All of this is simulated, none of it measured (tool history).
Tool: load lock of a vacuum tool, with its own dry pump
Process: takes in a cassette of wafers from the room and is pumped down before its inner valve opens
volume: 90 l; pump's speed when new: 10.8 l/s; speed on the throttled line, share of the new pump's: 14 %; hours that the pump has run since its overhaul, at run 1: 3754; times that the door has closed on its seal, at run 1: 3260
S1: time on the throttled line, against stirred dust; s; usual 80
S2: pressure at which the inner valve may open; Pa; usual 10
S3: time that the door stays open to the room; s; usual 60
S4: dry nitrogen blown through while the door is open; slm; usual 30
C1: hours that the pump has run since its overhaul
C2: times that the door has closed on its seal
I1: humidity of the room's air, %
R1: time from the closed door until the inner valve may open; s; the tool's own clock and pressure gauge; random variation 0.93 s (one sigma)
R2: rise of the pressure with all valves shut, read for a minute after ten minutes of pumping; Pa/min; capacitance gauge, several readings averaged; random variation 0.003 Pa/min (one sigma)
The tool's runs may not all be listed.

Run 1, hour 0: usual settings; C1 3754; C2 3260; I1 44.3. Result: R1 149.4 s, R2 0.047 Pa/min.
Run 2, hour 85: usual settings; C1 3839; C2 3614; I1 46.7. Result: R1 148.8 s, R2 0.052 Pa/min.
Run 3, hour 157.7: usual settings but S1 141 s; C1 3912; C2 3917; I1 47.7. Result: R1 203.1 s, R2 0.047 Pa/min.
Run 4, hour 227.7: usual settings; C1 3982; C2 4209; I1 47.6. Result: R1 148.4 s, R2 0.052 Pa/min.
Run 5, hour 285.7: usual settings; C1 4040; C2 4451; I1 46. Result: R1 149.4 s, R2 0.05 Pa/min.
Run 6, hour 357.4: usual settings but S4 6 slm; C1 4111; C2 4750; I1 45.2. Result: R1 149.4 s, R2 0.072 Pa/min.
Run 7, hour 420.9: usual settings but S4 6 slm; C1 4175; C2 5015; I1 42.8. Result: R1 150.1 s, R2 0.069 Pa/min.
Run 8, hour 504.5: usual settings but S4 6 slm; C1 4258; C2 5363; I1 46.3. Result: R1 149 s, R2 0.071 Pa/min.
Run 9, hour 597.4: usual settings but S4 6 slm; C1 4351; C2 5751; I1 45.7. Result: R1 150.3 s, R2 0.077 Pa/min.
Run 10, hour 674: usual settings but S4 6 slm; C1 4428; C2 6070; I1 48.6. Result: R1 148.8 s, R2 0.086 Pa/min.
Run 11, hour 758.9: usual settings but S4 6 slm; C1 4513; C2 6424; I1 42.9. Result: R1 149.9 s, R2 0.083 Pa/min.
Run 12, hour 797.6: usual settings but S4 6 slm; C1 4551; C2 6585; I1 44.9. Result: R1 150.5 s, R2 0.083 Pa/min.
Run 13, hour 873.5: usual settings but S1 117 s, S4 6 slm; C1 4627; C2 6902; I1 44. Result: R1 179.9 s, R2 0.086 Pa/min.
Run 14, hour 957: usual settings but S1 117 s, S4 6 slm; C1 4711; C2 7250; I1 42.2. Result: R1 181.8 s, R2 0.084 Pa/min.
Run 15, hour 1045.6: usual settings but S1 117 s, S4 6 slm; C1 4799; C2 7620; I1 44. Result: R1 182.2 s, R2 0.096 Pa/min.
Run 16, hour 1085: usual settings but S1 117 s, S4 6 slm; C1 4839; C2 7784; I1 46.9. Result: R1 180.4 s, R2 0.096 Pa/min.
Run 17, hour 1134.2: usual settings; C1 4888; C2 7989; I1 44.7. Result: R1 150.9 s, R2 0.074 Pa/min.
Run 18, hour 1200.1: usual settings; C1 4954; C2 8264; I1 42.6. Result: R1 150.2 s, R2 0.073 Pa/min.
Run 19, hour 1278.6: usual settings; C1 5032; C2 8591; I1 44.8. Result: R1 151 s, R2 0.086 Pa/min.
Run 20, hour 1343.5: usual settings; C1 5097; C2 8862; I1 47. Result: R1 150.6 s, R2 0.095 Pa/min.
Run 21, hour 1414.7: usual settings but S1 69 s, S4 15 slm; C1 5169; C2 9159; I1 45.9. Result: R1 140.2 s, R2 0.098 Pa/min.
Run 22, hour 1485.8: usual settings but S1 66 s, S3 28 s, S4 12 slm; C1 5240; C2 9455; I1 49.2. Result: R1 138.6 s, R2 0.086 Pa/min.
Run 23, hour 1560.4: usual settings but S1 66 s, S2 17 Pa, S3 140 s, S4 5 slm; C1 5314; C2 9767; I1 44.8. Result: R1 134.5 s, R2 0.148 Pa/min.
Run 24, hour 1599.3: usual settings but S1 66 s, S2 17 Pa, S3 140 s, S4 5 slm; C1 5353; C2 9929; I1 45.3. Result: R1 134.5 s, R2 0.138 Pa/min.
Run 25, hour 1653.8: usual settings but S1 56 s, S2 9 Pa, S3 128 s, S4 10 slm; C1 5408; C2 10156; I1 44.3. Result: R1 131.6 s, R2 0.134 Pa/min.
Run 26, hour 1716.2: usual settings but S1 159 s, S2 9 Pa, S3 139 s, S4 11 slm; C1 5470; C2 10416; I1 42.5. Result: R1 219.1 s, R2 0.138 Pa/min.
Run 27, hour 1808.9: usual settings but S2 14 Pa; C1 5563; C2 10803; I1 46.3. Result: R1 146 s, R2 0.103 Pa/min.
Run 28, hour 1885.8: usual settings but S2 9 Pa, S4 9 slm; C1 5640; C2 11123; I1 44.5. Result: R1 151.7 s, R2 0.115 Pa/min.
Run 29, hour 1944.2: usual settings but S2 9 Pa, S4 9 slm; C1 5698; C2 11367; I1 46.1. Result: R1 151.5 s, R2 0.124 Pa/min.
Run 30, hour 2034.1: usual settings but S1 94 s, S2 12 Pa, S3 137 s, S4 9 slm; C1 5788; C2 11742; I1 42.6. Result: R1 161.3 s, R2 0.145 Pa/min.
Run 31, hour 2106.8: usual settings but S1 54 s, S2 16 Pa, S3 198 s, S4 26 slm; C1 5861; C2 12045; I1 43.1. Result: R1 123.4 s, R2 0.148 Pa/min.
Run 32, hour 2155.7: usual settings but S3 40 s, S4 45 slm; C1 5910; C2 12249; I1 46.7. Result: R1 150.6 s, R2 0.11 Pa/min.
Run 33, hour 2245.3: usual settings but S3 88 s, S4 11 slm; C1 5999; C2 12623; I1 45.8. Result: R1 150.7 s, R2 0.147 Pa/min.
Run 34, hour 2305.5: usual settings but S3 88 s, S4 11 slm; C1 6059; C2 12874; I1 47.1. Result: R1 149.5 s, R2 0.15 Pa/min.
Run 35, hour 2376.4: usual settings but S1 118 s, S2 12 Pa, S3 59 s, S4 22 slm; C1 6130; C2 13169; I1 46.1. Result: R1 181.1 s, R2 0.131 Pa/min.
Run 36, hour 2446.4: usual settings but S1 74 s, S2 18 Pa, S4 14 slm; C1 6200; C2 13461; I1 43.4. Result: R1 140.6 s, R2 0.139 Pa/min.
Run 37, hour 2497.9: usual settings but S1 45 s; C1 6252; C2 13676; I1 45.2. Result: R1 119.3 s, R2 0.134 Pa/min.

Some steps in R1 between neighbouring runs. How much of each would the tool show without its hidden state too (settings, what came in, random variation), and how much is left for the hidden state, with any gauge scatter that isn't in both results?
The hidden state here: pump's speed, % of a new pump's; leak at the door's seal, Pa l/s; drift of the gauge itself on ready_s, %; drift of the gauge itself on rise_pa_min, %.
Run 3 -> 4: S1 141 -> 80. R1 -54.7 s: hidden state +0.4, all else -55.1.
Run 25 -> 26: S1 56 -> 159, S3 128 -> 139, S4 10 -> 11. R1 +87.5 s: hidden state -0.7, all else +88.2.
Run 26 -> 27: S1 159 -> 80, S2 9 -> 14, S3 139 -> 60, S4 11 -> 30. R1 -73.1 s: hidden state +0.5, all else -73.6.
Run 36 -> 37: S1 74 -> 45, S2 18 -> 10, S4 14 -> 30. R1 -21.3 s: hidden state +0.6, all else -21.9.

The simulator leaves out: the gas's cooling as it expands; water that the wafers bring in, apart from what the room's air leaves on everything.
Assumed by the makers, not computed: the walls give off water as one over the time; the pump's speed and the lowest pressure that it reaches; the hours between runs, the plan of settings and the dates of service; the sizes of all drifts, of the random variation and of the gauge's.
